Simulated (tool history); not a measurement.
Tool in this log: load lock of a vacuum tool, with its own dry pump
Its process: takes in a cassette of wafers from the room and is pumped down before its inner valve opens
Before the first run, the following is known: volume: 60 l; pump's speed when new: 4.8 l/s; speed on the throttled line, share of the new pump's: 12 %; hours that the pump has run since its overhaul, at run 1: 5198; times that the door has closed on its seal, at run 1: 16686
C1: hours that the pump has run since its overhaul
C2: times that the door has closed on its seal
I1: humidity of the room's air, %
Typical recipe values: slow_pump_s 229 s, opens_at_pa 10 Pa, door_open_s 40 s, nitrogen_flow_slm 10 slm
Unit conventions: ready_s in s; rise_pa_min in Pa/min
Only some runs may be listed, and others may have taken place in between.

{"run": 1, "hour": 0.0, "slow_pump_s": 229, "opens_at_pa": 10, "door_open_s": 40, "nitrogen_flow_slm": 10, "C1": 5198, "C2": 16686, "I1": 45.9, "ready_s": 320.0, "rise_pa_min": 0.092}
{"run": 2, "hour": 122.1, "slow_pump_s": 229, "opens_at_pa": 10, "door_open_s": 40, "nitrogen_flow_slm": 10, "C1": 5320, "C2": 17025, "I1": 45.8, "ready_s": 319.1, "rise_pa_min": 0.094}
{"run": 3, "hour": 314.4, "slow_pump_s": 229, "opens_at_pa": 10, "door_open_s": 40, "nitrogen_flow_slm": 10, "C1": 5512, "C2": 17558, "I1": 44.7, "ready_s": 319.7, "rise_pa_min": 0.099}
{"run": 4, "hour": 479.7, "slow_pump_s": 229, "opens_at_pa": 10, "door_open_s": 39, "nitrogen_flow_slm": 10, "C1": 5677, "C2": 18017, "I1": 46.9, "ready_s": 320.4, "rise_pa_min": 0.102}
{"run": 5, "hour": 585.2, "slow_pump_s": 229, "opens_at_pa": 10, "door_open_s": 39, "nitrogen_flow_slm": 10, "C1": 5783, "C2": 18309, "I1": 46.3, "ready_s": 319.4, "rise_pa_min": 0.101}
{"run": 6, "hour": 715.8, "slow_pump_s": 229, "opens_at_pa": 10, "door_open_s": 40, "nitrogen_flow_slm": 17, "C1": 5913, "C2": 18672, "I1": 45.1, "ready_s": 319.3, "rise_pa_min": 0.098}
{"run": 7, "hour": 919.9, "slow_pump_s": 229, "opens_at_pa": 10, "door_open_s": 40, "nitrogen_flow_slm": 17, "C1": 6118, "C2": 19238, "I1": 40.3, "ready_s": 319.2, "rise_pa_min": 0.095}
{"run": 8, "hour": 1096.7, "slow_pump_s": 229, "opens_at_pa": 10, "door_open_s": 40, "nitrogen_flow_slm": 41, "C1": 6294, "C2": 19728, "I1": 46.4, "ready_s": 320.2, "rise_pa_min": 0.09}
{"run": 9, "hour": 1268.4, "slow_pump_s": 229, "opens_at_pa": 10, "door_open_s": 40, "nitrogen_flow_slm": 41, "C1": 6466, "C2": 20204, "I1": 47.9, "ready_s": 318.8, "rise_pa_min": 0.091}
{"run": 10, "hour": 1433.4, "slow_pump_s": 229, "opens_at_pa": 10, "door_open_s": 40, "nitrogen_flow_slm": 10, "C1": 6631, "C2": 20662, "I1": 43.8, "ready_s": 320.8, "rise_pa_min": 0.11}
{"run": 11, "hour": 1597.6, "slow_pump_s": 229, "opens_at_pa": 10, "door_open_s": 40, "nitrogen_flow_slm": 10, "C1": 6795, "C2": 21118, "I1": 44.4, "ready_s": 322.2, "rise_pa_min": 0.115}
{"run": 12, "hour": 1747.3, "slow_pump_s": 229, "opens_at_pa": 10, "door_open_s": 40, "nitrogen_flow_slm": 10, "C1": 6945, "C2": 21533, "I1": 46.8, "ready_s": 319.0, "rise_pa_min": 0.12}
{"run": 13, "hour": 1940.2, "slow_pump_s": 229, "opens_at_pa": 9, "door_open_s": 40, "nitrogen_flow_slm": 10, "C1": 7138, "C2": 22068, "I1": 47.2, "ready_s": 322.2, "rise_pa_min": 0.121}
{"run": 14, "hour": 2034.6, "slow_pump_s": 229, "opens_at_pa": 9, "door_open_s": 40, "nitrogen_flow_slm": 11, "C1": 7232, "C2": 22330, "I1": 44.1, "ready_s": 322.6, "rise_pa_min": 0.12}
{"run": 15, "hour": 2163.6, "slow_pump_s": 229, "opens_at_pa": 10, "door_open_s": 40, "nitrogen_flow_slm": 10, "C1": 7361, "C2": 22688, "I1": 45.8, "ready_s": 321.0, "rise_pa_min": 0.124}
{"run": 16, "hour": 2265.0, "slow_pump_s": 123, "opens_at_pa": 16, "door_open_s": 40, "nitrogen_flow_slm": 4, "C1": 7463, "C2": 22969, "I1": 45.6, "ready_s": 221.2, "rise_pa_min": 0.134}
{"run": 17, "hour": 2355.3, "slow_pump_s": 123, "opens_at_pa": 16, "door_open_s": 40, "nitrogen_flow_slm": 4, "C1": 7553, "C2": 23219, "I1": 46.7, "ready_s": 221.1, "rise_pa_min": 0.137}
{"run": 18, "hour": 2468.7, "slow_pump_s": 123, "opens_at_pa": 16, "door_open_s": 40, "nitrogen_flow_slm": 4, "C1": 7666, "C2": 23534, "I1": 43.3, "ready_s": 221.7, "rise_pa_min": 0.133}
{"run": 19, "hour": 2582.4, "slow_pump_s": 123, "opens_at_pa": 13, "door_open_s": 40, "nitrogen_flow_slm": 4, "C1": 7780, "C2": 23849, "I1": 47.2, "ready_s": 224.1, "rise_pa_min": 0.143}
{"run": 20, "hour": 2763.7, "slow_pump_s": 123, "opens_at_pa": 19, "door_open_s": 33, "nitrogen_flow_slm": 4, "C1": 7961, "C2": 24352, "I1": 47.0, "ready_s": 218.8, "rise_pa_min": 0.135}
{"run": 21, "hour": 2865.1, "slow_pump_s": 168, "opens_at_pa": 8, "door_open_s": 88, "nitrogen_flow_slm": 10, "C1": 8063, "C2": 24633, "I1": 47.0, "ready_s": 270.9, "rise_pa_min": 0.158}
{"run": 22, "hour": 3002.7, "slow_pump_s": 168, "opens_at_pa": 8, "door_open_s": 88, "nitrogen_flow_slm": 10, "C1": 8200, "C2": 25015, "I1": 44.7, "ready_s": 271.2, "rise_pa_min": 0.151}
{"run": 23, "hour": 3092.6, "slow_pump_s": 429, "opens_at_pa": 8, "door_open_s": 37, "nitrogen_flow_slm": 10, "C1": 8290, "C2": 25264, "I1": 45.1, "ready_s": 498.5, "rise_pa_min": 0.138}
{"run": 24, "hour": 3273.1, "slow_pump_s": 116, "opens_at_pa": 10, "door_open_s": 38, "nitrogen_flow_slm": 10, "C1": 8471, "C2": 25765, "I1": 42.9, "ready_s": 221.8, "rise_pa_min": 0.138}
{"run": 25, "hour": 3391.3, "slow_pump_s": 327, "opens_at_pa": 10, "door_open_s": 56, "nitrogen_flow_slm": 10, "C1": 8589, "C2": 26093, "I1": 45.6, "ready_s": 403.3, "rise_pa_min": 0.154}
{"run": 26, "hour": 3594.7, "slow_pump_s": 229, "opens_at_pa": 7, "door_open_s": 40, "nitrogen_flow_slm": 10, "C1": 8792, "C2": 26657, "I1": 43.0, "ready_s": 326.3, "rise_pa_min": 0.142}
{"run": 27, "hour": 3764.8, "slow_pump_s": 221, "opens_at_pa": 8, "door_open_s": 40, "nitrogen_flow_slm": 10, "C1": 8962, "C2": 27129, "I1": 48.3, "ready_s": 317.3, "rise_pa_min": 0.157}

4 ways to go on from here, each from the tool as it stands after run 27. What would each give?
{"run": "A", "hour": 3912.9, "slow_pump_s": 172, "opens_at_pa": 13, "door_open_s": 40, "nitrogen_flow_slm": 10, "C1": 9111, "C2": 27540, "I1": 44.6, "ready_s": "?", "rise_pa_min": "?"}
{"run": "B", "hour": 3912.9, "slow_pump_s": 127, "opens_at_pa": 10, "door_open_s": 40, "nitrogen_flow_slm": 10, "C1": 9111, "C2": 27540, "I1": 47.6, "ready_s": "?", "rise_pa_min": "?"}
{"run": "C", "hour": 3912.9, "slow_pump_s": 221, "opens_at_pa": 8, "door_open_s": 40, "nitrogen_flow_slm": 34, "C1": 9111, "C2": 27540, "I1": 48.0, "ready_s": "?", "rise_pa_min": "?"}
{"run": "D", "hour": 3912.9, "slow_pump_s": 199, "opens_at_pa": 10, "door_open_s": 58, "nitrogen_flow_slm": 10, "C1": 9111, "C2": 27540, "I1": 44.4, "ready_s": "?", "rise_pa_min": "?"}

run=A ready_s=268.2 rise_pa_min=0.152
run=B ready_s=232.5 rise_pa_min=0.159
run=C ready_s=317.5 rise_pa_min=0.142
run=D ready_s=295.7 rise_pa_min=0.163
Had the tool no hidden state, the same runs would have come out as:
run=A ready_s=262.9 rise_pa_min=0.040
run=B ready_s=226.8 rise_pa_min=0.046
run=C ready_s=312.2 rise_pa_min=0.029
run=D ready_s=290.4 rise_pa_min=0.050
